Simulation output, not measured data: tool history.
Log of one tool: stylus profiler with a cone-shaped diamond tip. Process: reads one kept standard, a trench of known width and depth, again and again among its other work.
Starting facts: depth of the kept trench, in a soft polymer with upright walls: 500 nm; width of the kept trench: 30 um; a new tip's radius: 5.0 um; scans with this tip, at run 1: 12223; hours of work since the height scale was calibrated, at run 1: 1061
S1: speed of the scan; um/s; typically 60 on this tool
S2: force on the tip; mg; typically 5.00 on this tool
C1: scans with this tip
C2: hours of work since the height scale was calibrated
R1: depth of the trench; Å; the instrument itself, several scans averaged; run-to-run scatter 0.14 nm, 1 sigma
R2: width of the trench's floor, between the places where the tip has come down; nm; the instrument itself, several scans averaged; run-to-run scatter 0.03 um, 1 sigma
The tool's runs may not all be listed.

run     day   S1     S2     C1    C2      R1     R2
  1   0.000   60   5.00  12223  1061  5121.3  24240
  2   2.567   60   5.00  12547  1089  5123.2  24220
  3   6.850   60   5.00  13087  1136  5121.9  24120
  4   9.300   60   5.00  13395  1163  5122.4  24060
  5  14.262   60   5.00  14021  1217  5120.9  24030
  6  17.954   60   5.00  14487  1258  5123.2  23950
  7  21.092   60   5.00  14882  1292  5118.1  23920
  8  25.396   60   5.00  15425  1339  5118.1  23900
  9  30.308   60   5.00  16044  1393  5118.8  23770
 10  32.929   60   5.00  16375  1422  5116.5  23700
 11  35.804   40   5.00  16737  1453  5116.7  23730
 12  39.046  139   5.00  17146  1489  5117.6  23620
 13  42.717  139   5.00  17609  1529  5116.9  23500
 14  46.233   24   5.00  18052  1567  5118.0  23600
 15  48.404   34   5.00  18326  1591  5115.6  23570
 16  52.196   60  14.65  18804  1632  5261.8  23560
 17  55.796  109   4.26  19258  1672  5098.7  23380
 18  60.771  209   1.77  19885  1726  5045.3  23080
     61.025  -- height scale calibrated on a step standard
 19  64.629   96   5.64  20369    39  5116.3  23270
 20  68.600  196   5.00  20869    83  5101.7  23150
     70.971  -- height scale calibrated on a step standard, once more
 21  71.617   34   5.70  21247     7  5151.3  23300
 22  76.575  177   4.96  21873    61  5134.9  23070
 23  79.850   26   4.96  22285    97  5134.3  23220
 24  81.954   23   4.09  22551   120  5116.8  23220
 25  84.950   68   2.09  22928   153  5071.6  23080
 26  88.875  170   2.64  23423   196  5085.0  22840
 27  90.896   24   5.34  23678   218  5140.2  23130

Measured less the same run without the tool's hidden state. The same run-to-run variation is in both; the gauge's scatter may not be:
The hidden state here: radius of the tip, um; height scale over the true one, %; drift of the gauge itself on depth_nm, %; drift of the gauge itself on floor_um, %.
run     R1     R2
  1  -15.2  -1370
  2  -15.7  -1400
  3  -16.3  -1460
  4  -16.7  -1490
  5  -17.5  -1560
  6  -18.1  -1620
  7  -18.5  -1660
  8  -19.3  -1710
  9  -20.0  -1790
 10  -20.3  -1810
 11  -20.8  -1850
 12  -21.3  -1890
 13  -21.8  -1930
 14  -22.4  -1990
 15  -22.9  -2010
 16  -24.1  -2070
 17  -24.0  -2110
 18  -24.4  -2170
 19  -37.0  -2220
 20  -37.5  -2260
 21   -1.8  -2290
 22   -2.6  -2360
 23   -3.2  -2400
 24   -3.5  -2420
 25   -3.8  -2450
 26   -4.5  -2500
 27   -4.9  -2510

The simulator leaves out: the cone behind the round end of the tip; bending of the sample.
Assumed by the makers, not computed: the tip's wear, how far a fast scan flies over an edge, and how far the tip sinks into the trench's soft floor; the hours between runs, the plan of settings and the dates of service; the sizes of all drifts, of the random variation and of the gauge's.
